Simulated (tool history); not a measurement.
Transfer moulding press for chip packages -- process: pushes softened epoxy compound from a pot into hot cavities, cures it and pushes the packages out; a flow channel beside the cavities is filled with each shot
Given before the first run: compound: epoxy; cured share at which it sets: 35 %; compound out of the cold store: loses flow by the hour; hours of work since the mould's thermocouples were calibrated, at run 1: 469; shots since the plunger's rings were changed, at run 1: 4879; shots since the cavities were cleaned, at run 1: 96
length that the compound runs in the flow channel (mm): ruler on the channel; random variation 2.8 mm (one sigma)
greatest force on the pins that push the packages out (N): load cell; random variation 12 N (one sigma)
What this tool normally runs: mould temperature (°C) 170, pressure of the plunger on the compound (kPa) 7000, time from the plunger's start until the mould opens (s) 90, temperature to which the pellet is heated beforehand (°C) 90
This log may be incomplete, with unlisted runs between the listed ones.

| run | hour | mould temperature (°C) | pressure of the plunger on the compound (kPa) | time from the plunger's start until the mould opens (s) | temperature to which the pellet is heated beforehand (°C) | hours of work since the mould's thermocouples were calibrated | shots since the plunger's rings were changed | shots since the cavities were cleaned | incoming compound's hours out of the cold store | length that the compound runs in the flow channel (mm) | greatest force on the pins that push the packages out (N) |
|---|---|---|---|---|---|---|---|---|---|---|---|
| 1 | 0.0 | 170 | 7000 | 90 | 90 | 469 | 4879 | 96 | 10.4 | 876 | 626 |
|  | 46.5 | cavities cleaned with cleaning compound and waxed |
| 2 | 46.5 | 170 | 7000 | 118 | 90 | 505 | 5502 | 0 | 33.4 | 815 | 427 |
| 3 | 72.1 | 170 | 7000 | 118 | 90 | 525 | 5856 | 354 | 22.6 | 830 | 613 |
|  | 100.3 | cavities cleaned with cleaning compound and waxed |
|  | 110.9 | plunger's sealing rings changed |
| 4 | 117.4 | 170 | 7000 | 118 | 90 | 557 | 89 | 202 | 47.1 | 815 | 537 |
| 5 | 147.5 | 170 | 7000 | 118 | 90 | 581 | 506 | 619 | 9.8 | 902 | 630 |
|  | 155.5 | cavities cleaned with cleaning compound and waxed |
| 6 | 176.7 | 170 | 7000 | 118 | 90 | 602 | 890 | 294 | 47.4 | 809 | 586 |
| 7 | 198.0 | 170 | 7000 | 95 | 90 | 619 | 1185 | 589 | 40.3 | 823 | 748 |
|  | 204.2 | mould's thermocouples calibrated |
|  | 211.6 | cavities cleaned with cleaning compound and waxed |
| 8 | 236.0 | 170 | 7000 | 95 | 90 | 24 | 1662 | 337 | 45.5 | 809 | 637 |
|  | 265.5 | cavities cleaned with cleaning compound and waxed |
| 9 | 266.9 | 170 | 7000 | 95 | 90 | 47 | 2070 | 19 | 19.9 | 865 | 530 |
| 10 | 306.1 | 170 | 7000 | 95 | 90 | 78 | 2613 | 562 | 28.0 | 850 | 743 |
|  | 319.3 | cavities cleaned with cleaning compound and waxed |
| 11 | 338.0 | 170 | 7000 | 95 | 90 | 101 | 3035 | 260 | 33.7 | 824 | 632 |
|  | 370.9 | cavities cleaned with cleaning compound and waxed |
| 12 | 371.6 | 170 | 7000 | 95 | 90 | 127 | 3479 | 10 | 25.2 | 845 | 525 |
| 13 | 410.1 | 170 | 7000 | 95 | 90 | 157 | 4012 | 543 | 15.9 | 860 | 756 |
|  | 423.2 | cavities cleaned with cleaning compound and waxed |
| 14 | 443.0 | 170 | 7000 | 95 | 90 | 181 | 4446 | 273 | 25.5 | 838 | 648 |
| 15 | 464.6 | 170 | 7000 | 95 | 90 | 198 | 4746 | 573 | 37.7 | 811 | 733 |
|  | 476.5 | cavities cleaned with cleaning compound and waxed |
| 16 | 500.8 | 170 | 7610 | 95 | 90 | 225 | 5227 | 336 | 24.3 | 874 | 684 |
|  | 527.7 | cavities cleaned with cleaning compound and waxed |
| 17 | 530.0 | 170 | 7610 | 95 | 90 | 247 | 5610 | 32 | 30.6 | 853 | 523 |
| 18 | 554.6 | 170 | 7610 | 95 | 85 | 266 | 5951 | 373 | 42.7 | 825 | 704 |
|  | 579.8 | cavities cleaned with cleaning compound and waxed |
| 19 | 580.2 | 170 | 8040 | 103 | 98 | 285 | 6284 | 4 | 17.6 | 903 | 474 |
|  | 585.7 | plunger's sealing rings changed |
| 20 | 624.3 | 170 | 8020 | 118 | 86 | 318 | 535 | 581 | 34.7 | 899 | 614 |

Below are 3 alternative next runs, each starting from the tool's condition after run 20. Predict each:
|  | 633.5 | cavities cleaned with cleaning compound and waxed |
| A | 659.1 | 168 | 7000 | 105 | 88 | 344 | 996 | 354 | 45.7 | ? | ? |
|  | 633.5 | cavities cleaned with cleaning compound and waxed |
| B | 659.1 | 171 | 8020 | 115 | 98 | 344 | 996 | 354 | 36.1 | ? | ? |
|  | 633.5 | cavities cleaned with cleaning compound and waxed |
| C | 659.1 | 176 | 7000 | 90 | 90 | 344 | 996 | 354 | 41.5 | ? | ? |

| run | length that the compound runs in the flow channel (mm) | greatest force on the pins that push the packages out (N) |
|---|---|---|
| A | 815 | 643 |
| B | 888 | 595 |
| C | 810 | 606 |
Without the tool's unlogged condition, the same runs would have read:
| run | length that the compound runs in the flow channel (mm) | greatest force on the pins that push the packages out (N) |
|---|---|---|
| A | 822 | 470 |
| B | 896 | 433 |
| C | 818 | 443 |
